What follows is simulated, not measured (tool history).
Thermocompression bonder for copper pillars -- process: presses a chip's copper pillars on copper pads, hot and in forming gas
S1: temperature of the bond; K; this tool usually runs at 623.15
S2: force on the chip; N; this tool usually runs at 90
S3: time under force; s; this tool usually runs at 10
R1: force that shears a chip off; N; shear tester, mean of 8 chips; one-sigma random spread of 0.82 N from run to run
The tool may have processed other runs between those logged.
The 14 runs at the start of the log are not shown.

run   hour      S1   S2  S3    R1
     150.1  -- forming gas filter changed
 15  160.3  623.15   90  10  64.7
 16  166.9  623.15   90  10  63.4
 17  175.2  623.15   90  10    63
 18  185.8  623.15   60  10  46.5
 19  195.2  615.15   83  13  63.9
 20  209.9  648.15  120   9    82
 21  217.4  648.15  120   9  83.8
 22  229.6  648.15  120   9  82.9
 23  244.5  648.15  120   9  83.2
 24  257.2  648.15  120   9  84.8
 25  268.3  647.15  120  14    87
 26  276.9  620.15  120   6    68
 27  285.3  637.15  120   6  73.8
 28  294.3  637.15  120   6  73.8
 29  303.8  637.15  120   6    74
 30  319.6  595.15   67  26  57.6
 31  326.1  595.15   67  26  57.6
 32  336.9  623.15  101  14  76.3
 33  345.9  623.15  101  14  74.8

4 ways to go on from here, each from the tool as it stands after run 33. What would each give?
  A  356.3  651.15   96  13   ?
  B  356.3  604.15   93  22   ?
  C  356.3  623.15   55   5   ?
  D  356.3  623.15  121  10   ?

run    R1
  A  81.5
  B  72.9
  C  32.3
  D  78.7
With no hidden state in the tool, these same runs would have given:
run    R1
  A  81.6
  B    73
  C  32.3
  D  78.8
